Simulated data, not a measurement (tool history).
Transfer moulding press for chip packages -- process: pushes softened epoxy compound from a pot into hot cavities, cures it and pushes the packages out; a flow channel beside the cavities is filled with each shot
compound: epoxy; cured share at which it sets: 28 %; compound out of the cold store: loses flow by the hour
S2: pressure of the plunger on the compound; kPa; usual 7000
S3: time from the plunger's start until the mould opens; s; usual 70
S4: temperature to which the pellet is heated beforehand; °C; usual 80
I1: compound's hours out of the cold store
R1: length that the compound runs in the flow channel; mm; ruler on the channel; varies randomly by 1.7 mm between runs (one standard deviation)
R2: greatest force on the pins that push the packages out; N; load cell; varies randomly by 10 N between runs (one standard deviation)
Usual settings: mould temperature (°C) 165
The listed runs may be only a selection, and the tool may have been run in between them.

{"run": 1, "hour": 0.0, "mould temperature (°C)": 165, "S2": 7000, "S3": 70, "S4": 80, "I1": 44.9, "R1": 495, "R2": 628}
{"run": 2, "hour": 8.1, "mould temperature (°C)": 165, "S2": 7000, "S3": 70, "S4": 80, "I1": 47.7, "R1": 482, "R2": 659}
{"run": 3, "hour": 20.5, "mould temperature (°C)": 171, "S2": 7000, "S3": 70, "S4": 80, "I1": 34.9, "R1": 509, "R2": 612}
{"run": 4, "hour": 30.9, "mould temperature (°C)": 165, "S2": 7000, "S3": 70, "S4": 80, "I1": 43.8, "R1": 496, "R2": 752}
{"hour": 33.5, "done": "cavities cleaned with cleaning compound and waxed"}
{"run": 5, "hour": 42.6, "mould temperature (°C)": 165, "S2": 7000, "S3": 70, "S4": 80, "I1": 32.1, "R1": 532, "R2": 518}
{"run": 6, "hour": 52.2, "mould temperature (°C)": 165, "S2": 7000, "S3": 70, "S4": 80, "I1": 21.3, "R1": 568, "R2": 630}
{"run": 7, "hour": 64.6, "mould temperature (°C)": 165, "S2": 7000, "S3": 70, "S4": 80, "I1": 24.5, "R1": 555, "R2": 695}
{"run": 8, "hour": 71.0, "mould temperature (°C)": 173, "S2": 7000, "S3": 70, "S4": 80, "I1": 8.2, "R1": 591, "R2": 611}
{"run": 9, "hour": 80.2, "mould temperature (°C)": 173, "S2": 6430, "S3": 70, "S4": 80, "I1": 27.5, "R1": 498, "R2": 637}
{"hour": 88.5, "done": "cavities cleaned with cleaning compound and waxed"}
{"run": 10, "hour": 89.3, "mould temperature (°C)": 173, "S2": 6430, "S3": 70, "S4": 80, "I1": 29.3, "R1": 494, "R2": 412}
{"run": 11, "hour": 99.4, "mould temperature (°C)": 173, "S2": 6430, "S3": 70, "S4": 80, "I1": 33.6, "R1": 478, "R2": 493}
{"run": 12, "hour": 111.6, "mould temperature (°C)": 173, "S2": 6430, "S3": 70, "S4": 80, "I1": 20.4, "R1": 517, "R2": 580}
{"run": 13, "hour": 122.4, "mould temperature (°C)": 173, "S2": 6430, "S3": 70, "S4": 80, "I1": 36.9, "R1": 467, "R2": 595}
{"run": 14, "hour": 136.3, "mould temperature (°C)": 168, "S2": 6430, "S3": 103, "S4": 80, "I1": 33.9, "R1": 484, "R2": 634}
{"hour": 143.5, "done": "cavities cleaned with cleaning compound and waxed"}
{"run": 15, "hour": 148.7, "mould temperature (°C)": 171, "S2": 6050, "S3": 82, "S4": 81, "I1": 38.3, "R1": 448, "R2": 429}
{"run": 16, "hour": 161.0, "mould temperature (°C)": 164, "S2": 8260, "S3": 108, "S4": 79, "I1": 20.3, "R1": 604, "R2": 513}
{"run": 17, "hour": 170.8, "mould temperature (°C)": 165, "S2": 7590, "S3": 54, "S4": 80, "I1": 12.5, "R1": 606, "R2": 1199}

Here are 4 independent what-if runs from the current tool condition. What would each one return?
{"run": "A", "hour": 180.1, "mould temperature (°C)": 169, "S2": 5930, "S3": 54, "S4": 89, "I1": 40.7, "R1": "?", "R2": "?"}
{"run": "B", "hour": 180.1, "mould temperature (°C)": 165, "S2": 7260, "S3": 70, "S4": 85, "I1": 14.6, "R1": "?", "R2": "?"}
{"run": "C", "hour": 180.1, "mould temperature (°C)": 165, "S2": 6510, "S3": 51, "S4": 80, "I1": 24.5, "R1": "?", "R2": "?"}
{"run": "D", "hour": 180.1, "mould temperature (°C)": 166, "S2": 7000, "S3": 70, "S4": 80, "I1": 11.9, "R1": "?", "R2": "?"}

run=A R1=434 R2=852
run=B R1=581 R2=757
run=C R1=515 R2=1389
run=D R1=579 R2=715
Stripped of hidden state, with their random variation kept, the same runs would have yielded:
run=A R1=458 R2=547
run=B R1=613 R2=489
run=C R1=543 R2=890
run=D R1=611 R2=460

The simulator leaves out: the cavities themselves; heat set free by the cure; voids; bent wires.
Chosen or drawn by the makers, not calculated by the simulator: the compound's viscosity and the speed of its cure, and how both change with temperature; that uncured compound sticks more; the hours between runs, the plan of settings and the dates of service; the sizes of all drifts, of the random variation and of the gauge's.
